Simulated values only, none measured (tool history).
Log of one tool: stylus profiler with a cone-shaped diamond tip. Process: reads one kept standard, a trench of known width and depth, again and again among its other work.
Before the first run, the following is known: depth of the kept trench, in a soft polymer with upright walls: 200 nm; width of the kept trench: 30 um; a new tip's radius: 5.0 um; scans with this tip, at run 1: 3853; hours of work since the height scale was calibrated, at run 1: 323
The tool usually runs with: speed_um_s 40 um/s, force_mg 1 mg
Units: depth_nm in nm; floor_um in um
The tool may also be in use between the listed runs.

| run | hour | speed_um_s | force_mg | scans with this tip | hours of work since the height scale was calibrated | depth_nm | floor_um |
|---|---|---|---|---|---|---|---|
| 1 | 0 | 40 | 1 | 3853 | 323 | 201.07 | 26.41 |
| 2 | 12.1 | 40 | 1 | 3913 | 328 | 201.05 | 26.43 |
| 3 | 30.9 | 40 | 1 | 4006 | 336 | 201.02 | 26.39 |
| 4 | 57.4 | 40 | 1 | 4136 | 347 | 201.01 | 26.35 |
| 5 | 76.1 | 40 | 1 | 4229 | 354 | 200.99 | 26.37 |
| 6 | 95.1 | 40 | 1 | 4322 | 362 | 201.01 | 26.3 |
| 7 | 114 | 40 | 1 | 4415 | 370 | 201.04 | 26.31 |
| 8 | 129.5 | 40 | 1 | 4491 | 376 | 201.05 | 26.34 |
| 9 | 153.8 | 40 | 0.68 | 4611 | 386 | 200.75 | 26.27 |
| 10 | 182.7 | 40 | 1 | 4753 | 398 | 200.98 | 26.29 |
| 11 | 209.4 | 40 | 1 | 4885 | 409 | 201 | 26.22 |
| 12 | 222.3 | 40 | 1 | 4949 | 415 | 201.04 | 26.32 |
| 13 | 234.7 | 40 | 1 | 5010 | 420 | 200.99 | 26.21 |
| 14 | 261.9 | 40 | 1 | 5144 | 431 | 200.99 | 26.2 |
| 15 | 284.5 | 40 | 0.79 | 5255 | 440 | 200.82 | 26.17 |
| 16 | 302.5 | 131 | 1 | 5344 | 448 | 200.99 | 25.66 |
| 17 | 328 | 131 | 0.66 | 5470 | 458 | 200.67 | 25.37 |
| 18 | 354.9 | 131 | 0.66 | 5602 | 469 | 200.7 | 25.4 |
| 19 | 370.8 | 131 | 0.66 | 5680 | 476 | 200.66 | 25.36 |
| 20 | 387.5 | 131 | 0.66 | 5763 | 483 | 200.7 | 25.37 |
| 21 | 413.3 | 131 | 0.66 | 5890 | 494 | 200.69 | 25.36 |
| 22 | 435 | 39 | 2.82 | 5997 | 503 | 202.1 | 26.23 |
| 23 | 447 | 26 | 0.74 | 6056 | 507 | 200.72 | 26.18 |
| 24 | 470.9 | 26 | 0.74 | 6174 | 517 | 200.74 | 26.22 |
| 25 | 491.4 | 22 | 0.7 | 6275 | 526 | 200.71 | 26.13 |
| 26 | 519.9 | 10 | 1.47 | 6415 | 538 | 201.28 | 26.28 |
| 27 | 532.3 | 10 | 1.47 | 6476 | 543 | 201.34 | 26.35 |
| 28 | 560.3 | 10 | 2.65 | 6614 | 554 | 202 | 26.34 |
| 29 | 579.3 | 32 | 0.48 | 6708 | 562 | 200.5 | 26 |
| 30 | 600.9 | 40 | 1.88 | 6814 | 571 | 201.54 | 26.11 |
| 31 | 615.3 | 91 | 0.81 | 6885 | 577 | 200.72 | 25.62 |
| 32 | 631.1 | 11 | 1.14 | 6963 | 584 | 201.03 | 26.21 |
| 33 | 656.7 | 16 | 0.47 | 7089 | 594 | 200.42 | 26.13 |
| 34 | 684.4 | 21 | 0.41 | 7226 | 605 | 200.38 | 26.02 |
| 35 | 697.7 | 28 | 1.05 | 7291 | 611 | 200.95 | 26.09 |
| 36 | 710.1 | 28 | 0.47 | 7352 | 616 | 200.42 | 25.98 |
| 37 | 728.7 | 11 | 1.55 | 7444 | 624 | 201.3 | 26.11 |
| 38 | 741.9 | 38 | 0.78 | 7509 | 629 | 200.71 | 25.94 |
| 39 | 754.2 | 16 | 0.6 | 7570 | 634 | 200.56 | 26.08 |
| 40 | 776.9 | 11 | 1.22 | 7682 | 644 | 201.03 | 26.18 |
| 41 | 789 | 151 | 1 | 7741 | 649 | 200.85 | 25.22 |

Alternative continuations, all from the tool just after run 41; predict every row:
| A | 808.5 | 11 | 2.02 | 7837 | 657 | ? | ? |
| B | 808.5 | 15 | 1 | 7837 | 657 | ? | ? |
| C | 808.5 | 97 | 0.34 | 7837 | 657 | ? | ? |

| run | depth_nm | floor_um |
|---|---|---|
| A | 201.58 | 26.17 |
| B | 200.88 | 26.09 |
| C | 200.27 | 25.14 |
The same runs, with their run-to-run variation unchanged, on a tool lacking any hidden condition would have given:
| run | depth_nm | floor_um |
|---|---|---|
| A | 201.86 | 27.19 |
| B | 201.17 | 27.12 |
| C | 200.55 | 26.17 |
